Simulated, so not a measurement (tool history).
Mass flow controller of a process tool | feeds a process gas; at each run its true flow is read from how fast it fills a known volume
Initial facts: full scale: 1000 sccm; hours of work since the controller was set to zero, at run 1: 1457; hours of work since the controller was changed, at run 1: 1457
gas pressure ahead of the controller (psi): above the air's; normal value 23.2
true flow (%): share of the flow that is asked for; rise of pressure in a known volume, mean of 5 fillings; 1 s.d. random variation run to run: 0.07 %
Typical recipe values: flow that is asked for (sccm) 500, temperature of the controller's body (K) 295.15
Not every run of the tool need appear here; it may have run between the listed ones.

| run | hour | flow that is asked for (sccm) | gas pressure ahead of the controller (psi) | temperature of the controller's body (K) | hours of work since the controller was set to zero | hours of work since the controller was changed | true flow (%) |
|---|---|---|---|---|---|---|---|
| 1 | 0.0 | 500 | 23.2 | 295.15 | 1457 | 1457 | 99.06 |
| 2 | 122.4 | 500 | 23.2 | 295.15 | 1525 | 1525 | 98.87 |
| 3 | 213.9 | 150 | 23.2 | 295.15 | 1575 | 1575 | 96.72 |
| 4 | 348.8 | 596 | 23.2 | 295.15 | 1650 | 1650 | 99.15 |
| 5 | 477.1 | 500 | 32.1 | 295.15 | 1721 | 1721 | 98.64 |
| 6 | 613.2 | 500 | 32.1 | 295.15 | 1797 | 1797 | 98.50 |
| 7 | 679.5 | 500 | 23.2 | 295.15 | 1834 | 1834 | 98.85 |
| 8 | 738.0 | 500 | 23.2 | 295.15 | 1866 | 1866 | 98.89 |
| 9 | 867.8 | 500 | 23.2 | 301.15 | 1938 | 1938 | 99.16 |
| 10 | 964.0 | 338 | 23.2 | 301.15 | 1991 | 1991 | 98.41 |
| 11 | 1033.4 | 338 | 23.2 | 301.15 | 2030 | 2030 | 98.44 |
| 12 | 1097.6 | 338 | 23.2 | 298.15 | 2066 | 2066 | 98.10 |
| 13 | 1180.6 | 500 | 23.2 | 295.15 | 2112 | 2112 | 98.80 |
| 14 | 1239.9 | 500 | 23.2 | 295.15 | 2144 | 2144 | 98.79 |
| 15 | 1299.6 | 166 | 23.2 | 296.15 | 2178 | 2178 | 96.47 |
| 16 | 1362.7 | 219 | 33.9 | 301.15 | 2213 | 2213 | 97.12 |
| 17 | 1466.5 | 500 | 35.7 | 293.15 | 2270 | 2270 | 98.20 |
| 18 | 1539.9 | 500 | 35.7 | 293.15 | 2311 | 2311 | 98.09 |
| 19 | 1626.4 | 500 | 35.7 | 293.15 | 2359 | 2359 | 98.14 |
| 20 | 1696.4 | 313 | 39.0 | 295.15 | 2398 | 2398 | 97.25 |
| 21 | 1797.7 | 500 | 40.5 | 311.15 | 2454 | 2454 | 98.82 |
| 22 | 1858.9 | 500 | 23.2 | 297.15 | 2488 | 2488 | 98.85 |
| 23 | 1978.5 | 394 | 29.3 | 295.15 | 2554 | 2554 | 97.97 |
| 24 | 2076.3 | 394 | 29.3 | 295.15 | 2608 | 2608 | 98.06 |
| 25 | 2166.6 | 414 | 24.9 | 296.15 | 2658 | 2658 | 98.28 |
| 26 | 2238.1 | 131 | 24.9 | 296.15 | 2698 | 2698 | 95.09 |
| 27 | 2340.3 | 590 | 32.2 | 302.15 | 2755 | 2755 | 99.00 |
| 28 | 2403.5 | 151 | 22.9 | 311.15 | 2790 | 2790 | 96.43 |

Each row is a separate what-if for the run after 28, all from the same tool condition, not one after another. Results?
| A | 2485.5 | 500 | 21.8 | 304.15 | 2835 | 2835 | ? |
| B | 2485.5 | 185 | 21.6 | 308.15 | 2835 | 2835 | ? |
| C | 2485.5 | 149 | 22.9 | 311.15 | 2835 | 2835 | ? |
| D | 2485.5 | 230 | 28.1 | 300.15 | 2835 | 2835 | ? |
| E | 2485.5 | 800 | 29.9 | 301.15 | 2835 | 2835 | ? |

| run | true flow (%) |
|---|---|
| A | 99.15 |
| B | 97.00 |
| C | 96.41 |
| D | 96.88 |
| E | 99.78 |
Without the tool's hidden state the same runs would have given:
| run | true flow (%) |
|---|---|
| A | 99.43 |
| B | 98.99 |
| C | 99.06 |
| D | 98.34 |
| E | 99.68 |
